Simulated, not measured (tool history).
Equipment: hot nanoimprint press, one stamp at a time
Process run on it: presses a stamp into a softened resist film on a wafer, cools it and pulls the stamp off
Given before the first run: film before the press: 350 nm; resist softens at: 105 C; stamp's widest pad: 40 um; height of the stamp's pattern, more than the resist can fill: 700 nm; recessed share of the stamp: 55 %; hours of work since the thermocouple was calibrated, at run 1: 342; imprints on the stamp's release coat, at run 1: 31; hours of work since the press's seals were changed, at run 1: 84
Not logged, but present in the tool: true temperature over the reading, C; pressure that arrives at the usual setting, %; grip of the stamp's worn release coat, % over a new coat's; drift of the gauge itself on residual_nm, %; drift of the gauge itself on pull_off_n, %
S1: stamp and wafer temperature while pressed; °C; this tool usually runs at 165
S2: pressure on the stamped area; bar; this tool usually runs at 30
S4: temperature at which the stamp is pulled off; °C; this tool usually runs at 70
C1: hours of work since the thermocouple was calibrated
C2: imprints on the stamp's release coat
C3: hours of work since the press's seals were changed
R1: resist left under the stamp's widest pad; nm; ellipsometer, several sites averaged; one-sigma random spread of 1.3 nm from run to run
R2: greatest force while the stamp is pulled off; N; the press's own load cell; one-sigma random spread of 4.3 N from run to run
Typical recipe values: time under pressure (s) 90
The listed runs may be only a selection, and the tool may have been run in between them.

run 1 day=0 | S1=165 S2=30 time_under_pressure_(s)=90 S4=70 | C1=342 C2=31 C3=84 | R1=197.5 R2=215
run 2 day=3.504 | S1=165 S2=30 time_under_pressure_(s)=90 S4=70 | C1=399 C2=476 C3=141 | R1=196.5 R2=235
-- day=5.158 stamp cleaned and given a new release coat
run 3 day=5.575 | S1=165 S2=30 time_under_pressure_(s)=159 S4=70 | C1=429 C2=53 C3=170 | R1=160.2 R2=206
run 4 day=7.804 | S1=165 S2=30 time_under_pressure_(s)=90 S4=70 | C1=465 C2=336 C3=207 | R1=193.7 R2=231
-- day=9.267 plate thermocouple calibrated
-- day=10.567 stamp cleaned and given a new release coat
run 5 day=11.138 | S1=165 S2=30 time_under_pressure_(s)=90 S4=70 | C1=26 C2=73 C3=255 | R1=206.7 R2=215
run 6 day=14.271 | S1=165 S2=30 time_under_pressure_(s)=90 S4=70 | C1=77 C2=471 C3=306 | R1=205.8 R2=243
-- day=15.783 stamp cleaned and given a new release coat
run 7 day=17.354 | S1=165 S2=30 time_under_pressure_(s)=90 S4=70 | C1=124 C2=199 C3=352 | R1=203.7 R2=226
-- day=20.988 stamp cleaned and given a new release coat
run 8 day=21.462 | S1=165 S2=30 time_under_pressure_(s)=90 S4=70 | C1=186 C2=61 C3=415 | R1=202.4 R2=204
run 9 day=23.35 | S1=165 S2=30 time_under_pressure_(s)=90 S4=74 | C1=217 C2=301 C3=445 | R1=200.7 R2=211
run 10 day=25.15 | S1=175 S2=30 time_under_pressure_(s)=90 S4=75 | C1=246 C2=530 C3=475 | R1=123 R2=228
-- day=26.204 stamp cleaned and given a new release coat
run 11 day=27.862 | S1=175 S2=30 time_under_pressure_(s)=90 S4=75 | C1=287 C2=211 C3=515 | R1=121.6 R2=207
-- day=31.396 stamp cleaned and given a new release coat
run 12 day=32.017 | S1=175 S2=30 time_under_pressure_(s)=56 S4=75 | C1=350 C2=80 C3=578 | R1=143 R2=194
-- day=34.7 press's hydraulic seals changed and the load cell set to zero
run 13 day=36.179 | S1=175 S2=30 time_under_pressure_(s)=56 S4=75 | C1=412 C2=567 C3=24 | R1=142.3 R2=235
-- day=37.012 stamp cleaned and given a new release coat
run 14 day=38.662 | S1=165 S2=18.9 time_under_pressure_(s)=147 S4=64 | C1=449 C2=209 C3=60 | R1=192.9 R2=234
-- day=41.142 plate thermocouple calibrated
-- day=42.308 stamp cleaned and given a new release coat
run 15 day=42.712 | S1=176 S2=30 time_under_pressure_(s)=89 S4=70 | C1=21 C2=51 C3=120 | R1=121.4 R2=209

Forecast each of these 4 alternatives for the next run:
run A day=45.1 | S1=176 S2=30 time_under_pressure_(s)=89 S4=72 | C1=60 C2=355 C3=159 | R1=? R2=?
run B day=45.1 | S1=165 S2=20.3 time_under_pressure_(s)=134 S4=55 | C1=60 C2=355 C3=159 | R1=? R2=?
run C day=45.1 | S1=165 S2=28.4 time_under_pressure_(s)=118 S4=70 | C1=60 C2=355 C3=159 | R1=? R2=?
run D day=45.1 | S1=165 S2=30 time_under_pressure_(s)=93 S4=70 | C1=60 C2=355 C3=159 | R1=? R2=?

run=A R1=122.2 R2=229
run=B R1=211 R2=281
run=C R1=195.3 R2=233
run=D R1=207.6 R2=235
Take away the tool's hidden state, keep each run's random variation, and the runs would have read:
run=A R1=121.4 R2=205
run=B R1=210.1 R2=251
run=C R1=194.3 R2=208
run=D R1=206.6 R2=210
